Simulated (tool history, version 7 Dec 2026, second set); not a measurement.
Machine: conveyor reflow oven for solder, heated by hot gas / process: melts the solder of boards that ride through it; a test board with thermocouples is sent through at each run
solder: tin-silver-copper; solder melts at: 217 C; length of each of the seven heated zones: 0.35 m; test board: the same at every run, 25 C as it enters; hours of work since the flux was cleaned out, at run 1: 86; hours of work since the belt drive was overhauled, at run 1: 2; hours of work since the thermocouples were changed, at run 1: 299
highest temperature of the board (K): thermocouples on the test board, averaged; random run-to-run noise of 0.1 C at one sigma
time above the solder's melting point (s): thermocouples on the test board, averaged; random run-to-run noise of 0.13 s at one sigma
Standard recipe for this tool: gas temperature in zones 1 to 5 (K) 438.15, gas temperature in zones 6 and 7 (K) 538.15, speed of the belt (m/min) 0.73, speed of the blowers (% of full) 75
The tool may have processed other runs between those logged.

run   hour  gas temperature in zones 1 to 5 (K)  gas temperature in zones 6 and 7 (K)  speed of the belt (m/min)  speed of the blowers (% of full)  hours of work since the flux was cleaned out  hours of work since the belt drive was overhauled  hours of work since the thermocouples were changed  highest temperature of the board (K)  time above the solder's melting point (s)
  1      0                               438.15                                538.15                       0.73                                75                                            86                                                  2                                                 299                                521.65                                       38.5
  2    8.8                               438.15                                538.15                       0.73                                75                                            92                                                  7                                                 304                                521.45                                       38.6
  3     13                               438.15                                538.15                       0.73                                75                                            94                                                 10                                                 306                                521.45                                       38.3
  4   20.5                               438.15                                538.15                       0.73                                75                                            98                                                 14                                                 310                                521.35                                       38.3
  5   25.1                               438.15                                538.15                       0.73                                87                                           101                                                 17                                                 313                                524.05                                       40.5
  6   31.4                               438.15                                538.15                       0.73                                75                                           105                                                 20                                                 317                                521.45                                       38.4
  7   40.4                               446.15                                538.15                       0.73                                75                                           110                                                 25                                                 322                                522.65                                       41.3
  8   44.2                               446.15                                538.15                       0.73                                75                                           112                                                 28                                                 324                                522.65                                       41.6
  9   50.8                               438.15                                538.15                      0.814                                75                                           116                                                 31                                                 328                                517.55                                       31.3
 10   56.9                               438.15                                538.15                       0.73                                76                                           119                                                 35                                                 332                                521.55                                       38.5
 11   62.5                               438.15                                538.15                       0.73                                76                                           123                                                 38                                                 335                                521.45                                       38.6
 12   68.6                               438.15                                538.15                       0.73                                76                                           126                                                 42                                                 338                                521.55                                       38.3
 13     77                               438.15                                538.15                       0.73                                75                                           131                                                 47                                                 343                                521.35                                       38.5
 14   82.9                               438.15                                538.15                       0.73                                75                                           135                                                 50                                                 347                                521.25                                       38.2
 15   90.4                               438.15                                538.15                       0.73                                75                                           139                                                 54                                                 351                                521.05                                       38.3
      96.1  -- flux residue cleaned out of gas plates and filters
 16    101                               438.15                                540.15                      0.664                                75                                             3                                                 58                                                 354                                525.65                                       45.5
 17    109                               438.15                                538.15                       0.86                                58                                             7                                                 62                                                 359                                509.15                                       22.5
 18  114.6                               438.15                                538.15                       0.86                                58                                            11                                                 66                                                 362                                508.85                                       22.4
 19  121.2                               438.15                                538.15                       0.86                                58                                            15                                                 69                                                 366                                508.95                                       22.4
 20  129.8                               428.15                                550.15                      0.797                                86                                            20                                                 74                                                 371                                528.75                                       36.9
 21  135.6                               432.15                                549.15                      0.632                                64                                            23                                                 78                                                 374                                531.65                                       49.4
     144.3  -- flux residue cleaned out of gas plates and filters, once more
 22    145                               450.15                                538.15                      0.722                                74                                             0                                                 80                                                 377                                524.15                                       44.1
 23  151.5                               435.15                                541.15                       0.73                                66                                             4                                                 84                                                 381                                521.95                                       37.9
 24  160.2                               438.15                                538.15                      0.729                                75                                             9                                                 89                                                 386                                522.35                                       39.3
 25  167.1                               430.15                                538.15                       0.73                                75                                            13                                                 93                                                 390                                521.05                                       36.8
 26  173.1                               430.15                                538.15                       0.73                                75                                            17                                                 97                                                 393                                520.85                                       36.7
 27  177.8                               438.15                                538.15                      0.834                                51                                            19                                                 99                                                 396                                508.85                                       23.1
 28  185.9                               438.15                                538.15                      0.834                                51                                            24                                                104                                                 401                                508.95                                       22.9
 29  194.3                               438.15                                538.15                      0.834                                51                                            29                                                109                                                 406                                509.15                                       22.8
 30  200.5                               432.15                                538.15                      0.673                                51                                            33                                                113                                                 409                                516.45                                       35.9

Branching from run 30: 3 alternative next runs. What would each branch give?
  A  205.4                               426.15                                527.15                       0.73                                75                                            36                                                116                                                 412                                     ?                                          ?
  B  205.4                               432.15                                538.15                      0.673                                88                                            36                                                116                                                 412                                     ?                                          ?
  C  205.4                               438.15                                533.15                      0.687                                75                                            36                                                116                                                 412                                     ?                                          ?

run  highest temperature of the board (K)  time above the solder's melting point (s)
  A                                510.55                                       28.6
  B                                526.45                                         45
  C                                519.45                                       40.7
With the hidden condition removed and each run's random variation left untouched, the same runs would have given:
run  highest temperature of the board (K)  time above the solder's melting point (s)
  A                                510.75                                       28.7
  B                                526.55                                         45
  C                                519.55                                       40.7
